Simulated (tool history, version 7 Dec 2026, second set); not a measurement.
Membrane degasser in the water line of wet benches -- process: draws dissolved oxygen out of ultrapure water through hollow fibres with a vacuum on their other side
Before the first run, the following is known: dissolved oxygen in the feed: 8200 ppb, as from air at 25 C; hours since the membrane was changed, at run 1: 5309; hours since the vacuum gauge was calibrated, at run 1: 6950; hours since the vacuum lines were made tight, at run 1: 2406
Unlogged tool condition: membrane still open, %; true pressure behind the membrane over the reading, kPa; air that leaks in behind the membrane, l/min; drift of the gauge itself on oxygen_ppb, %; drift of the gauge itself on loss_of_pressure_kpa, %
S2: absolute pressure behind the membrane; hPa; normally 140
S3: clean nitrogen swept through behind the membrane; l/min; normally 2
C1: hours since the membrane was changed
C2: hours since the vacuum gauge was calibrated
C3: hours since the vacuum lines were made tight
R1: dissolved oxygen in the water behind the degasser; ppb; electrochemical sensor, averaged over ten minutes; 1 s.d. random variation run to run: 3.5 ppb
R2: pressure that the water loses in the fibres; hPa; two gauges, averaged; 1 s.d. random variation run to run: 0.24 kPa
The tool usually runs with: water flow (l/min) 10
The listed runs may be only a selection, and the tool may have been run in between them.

Run 1, hour 0: usual settings; C1 5309; C2 6950; C3 2406. Result: R1 343.1 ppb, R2 623 hPa.
Run 2, hour 183.5: usual settings; C1 5492; C2 7133; C3 2590. Result: R1 346.9 ppb, R2 619.6 hPa.
Run 3, hour 427.6: usual settings; C1 5736; C2 7377; C3 2834. Result: R1 348.9 ppb, R2 614.9 hPa.
At hour 540: seals of the vacuum lines changed.
Run 4, hour 575.4: usual settings; C1 5882; C2 7523; C3 35. Result: R1 344.8 ppb, R2 625.1 hPa.
Run 5, hour 758.9: usual settings; C1 6066; C2 7707; C3 219. Result: R1 347.8 ppb, R2 626.5 hPa.
At hour 874: vacuum gauge calibrated.
Run 6, hour 968.7: usual settings; C1 6275; C2 95; C3 428. Result: R1 342.7 ppb, R2 624.6 hPa.
Run 7, hour 1111.1: usual settings; C1 6417; C2 237; C3 571. Result: R1 347.8 ppb, R2 622.2 hPa.
Run 8, hour 1293.7: usual settings; C1 6600; C2 420; C3 753. Result: R1 350.5 ppb, R2 623.4 hPa.
Run 9, hour 1526.9: usual settings; C1 6833; C2 653; C3 986. Result: R1 349.4 ppb, R2 626.5 hPa.
Run 10, hour 1766.8: usual settings; C1 7073; C2 893; C3 1226. Result: R1 348.3 ppb, R2 624.8 hPa.
Run 11, hour 1918.5: usual settings but water flow (l/min) 6; C1 7225; C2 1044; C3 1378. Result: R1 155.1 ppb, R2 376.4 hPa.
Run 12, hour 2122: usual settings but water flow (l/min) 6; C1 7428; C2 1248; C3 1582. Result: R1 154 ppb, R2 376 hPa.
Run 13, hour 2306.8: usual settings but water flow (l/min) 11; C1 7613; C2 1433; C3 1766. Result: R1 405.1 ppb, R2 692.8 hPa.
Run 14, hour 2482.2: usual settings but water flow (l/min) 11; C1 7789; C2 1608; C3 1942. Result: R1 403.7 ppb, R2 689.9 hPa.
Run 15, hour 2620.6: usual settings but S3 0.97 l/min; C1 7927; C2 1747; C3 2080. Result: R1 465.3 ppb, R2 630.2 hPa.
Run 16, hour 2734.3: usual settings; C1 8041; C2 1860; C3 2194. Result: R1 348 ppb, R2 631.1 hPa.
Run 17, hour 2940.1: usual settings but S3 5.25 l/min; C1 8246; C2 2066; C3 2400. Result: R1 272.7 ppb, R2 626.2 hPa.
Run 18, hour 3051.9: usual settings but S2 88 hPa, S3 2.29 l/min; C1 8358; C2 2178; C3 2511. Result: R1 282.3 ppb, R2 628.6 hPa.
Run 19, hour 3235.2: usual settings but S2 84 hPa, S3 4.33 l/min; C1 8542; C2 2361; C3 2695. Result: R1 253.2 ppb, R2 629.6 hPa.
Run 20, hour 3395: usual settings but water flow (l/min) 13, S2 240 hPa, S3 1.62 l/min; C1 8701; C2 2521; C3 2855. Result: R1 711.5 ppb, R2 816.6 hPa.
At hour 3486.7: seals of the vacuum lines changed.
Run 21, hour 3541.9: usual settings but water flow (l/min) 13, S2 240 hPa, S3 1.62 l/min; C1 8846; C2 2666; C3 55. Result: R1 716 ppb, R2 821.8 hPa.
Run 22, hour 3662.2: usual settings but water flow (l/min) 13, S2 240 hPa, S3 1.62 l/min; C1 8967; C2 2786; C3 175. Result: R1 707.5 ppb, R2 819 hPa.
Run 23, hour 3857.6: usual settings but water flow (l/min) 9; C1 9162; C2 2982; C3 371. Result: R1 290.6 ppb, R2 566.8 hPa.
Run 24, hour 4083.4: usual settings but water flow (l/min) 6, S2 145 hPa, S3 0.84 l/min; C1 9388; C2 3207; C3 597. Result: R1 267.1 ppb, R2 379.1 hPa.
At hour 4232.7: membrane cartridge changed.
Run 25, hour 4318: usual settings but water flow (l/min) 9, S2 325 hPa; C1 85; C2 3438; C3 827. Result: R1 478.6 ppb, R2 568.5 hPa.
Run 26, hour 4564.9: usual settings but water flow (l/min) 9, S2 325 hPa; C1 332; C2 3685; C3 1074. Result: R1 476.8 ppb, R2 573.1 hPa.
Run 27, hour 4810.6: usual settings but water flow (l/min) 9, S2 325 hPa; C1 578; C2 3931; C3 1320. Result: R1 482.3 ppb, R2 568.3 hPa.
Run 28, hour 5040.5: usual settings; C1 808; C2 4161; C3 1550. Result: R1 351.2 ppb, R2 628.3 hPa.
Run 29, hour 5283.3: usual settings; C1 1051; C2 4403; C3 1793. Result: R1 345.9 ppb, R2 636.1 hPa.
Run 30, hour 5401.4: usual settings but S2 107 hPa; C1 1169; C2 4521; C3 1911. Result: R1 308.6 ppb, R2 636.8 hPa.
Run 31, hour 5572.9: usual settings but water flow (l/min) 8, S2 107 hPa, S3 1.64 l/min; C1 1340; C2 4693; C3 2082. Result: R1 229.8 ppb, R2 504.1 hPa.

Forecast each of these 5 alternatives for the next run:
Run A, hour 5788.4: usual settings but water flow (l/min) 9, S2 350 hPa, S3 6 l/min; C1 1556; C2 4908; C3 2298. Result: R1 ?, R2 ?.
Run B, hour 5788.4: usual settings but water flow (l/min) 6, S2 131 hPa; C1 1556; C2 4908; C3 2298. Result: R1 ?, R2 ?.
Run C, hour 5788.4: usual settings but S2 105 hPa, S3 2.9 l/min; C1 1556; C2 4908; C3 2298. Result: R1 ?, R2 ?.
Run D, hour 5788.4: usual settings but water flow (l/min) 12, S2 242 hPa, S3 0.87 l/min; C1 1556; C2 4908; C3 2298. Result: R1 ?, R2 ?.
Run E, hour 5788.4: usual settings but water flow (l/min) 7, S2 100 hPa, S3 1.42 l/min; C1 1556; C2 4908; C3 2298. Result: R1 ?, R2 ?.

run     R1     R2
  A  296.8  573.5
  B  144.8  379.2
  C  280.8  632.8
  D  889.3  761.9
  E  185.7  444.6
Take away the tool's hidden state, keep each run's random variation, and the runs would have read:
run     R1     R2
  A  296.5  561.2
  B  144.5  371.1
  C  280.4  619.3
  D  888.5  745.6
  E  185.3  435.1
